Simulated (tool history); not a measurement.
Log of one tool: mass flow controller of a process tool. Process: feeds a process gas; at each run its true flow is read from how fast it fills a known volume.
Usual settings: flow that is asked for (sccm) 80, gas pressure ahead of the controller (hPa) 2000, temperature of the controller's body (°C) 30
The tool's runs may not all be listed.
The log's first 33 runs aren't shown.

run,hour,flow that is asked for (sccm),gas pressure ahead of the controller (hPa),temperature of the controller's body (°C),hours of work since the controller was set to zero,hours of work since the controller was changed,true flow (%)
34,1947.2,28,1590,28,153,1389,96.84
35,2008.9,28,1590,28,189,1424,96.95
36,2097.3,28,1590,28,239,1475,96.82
37,2135.8,80,1860,25,261,1497,98.81
38,2217.9,80,1760,30,308,1544,98.66
39,2272.5,18,1580,24,340,1575,96.53
40,2315.0,18,1580,24,364,1600,96.56
41,2401.1,18,1580,24,413,1649,96.47
42,2463.8,61,1610,27,449,1685,97.99
43,2502.6,15,2000,23,471,1707,96.07
44,2584.5,50,1730,36,518,1754,97.09
45,2634.9,50,1730,36,547,1783,97.02
46,2714.9,50,1730,36,593,1829,97.14
47,2778.6,20,2620,25,630,1865,95.80
48,2840.8,80,1900,30,665,1901,98.30

Forecast each of these 4 alternatives for the next run:
A,2927.5,22,2250,25,715,1951,?
B,2927.5,80,2340,28,715,1951,?
C,2927.5,32,2000,26,715,1951,?
D,2927.5,63,2330,30,715,1951,?

run,true flow (%)
A,96.12
B,98.38
C,96.74
D,97.67
Without the tool's hidden state the same runs would have given:
run,true flow (%)
A,97.35
B,99.14
C,97.76
D,98.47

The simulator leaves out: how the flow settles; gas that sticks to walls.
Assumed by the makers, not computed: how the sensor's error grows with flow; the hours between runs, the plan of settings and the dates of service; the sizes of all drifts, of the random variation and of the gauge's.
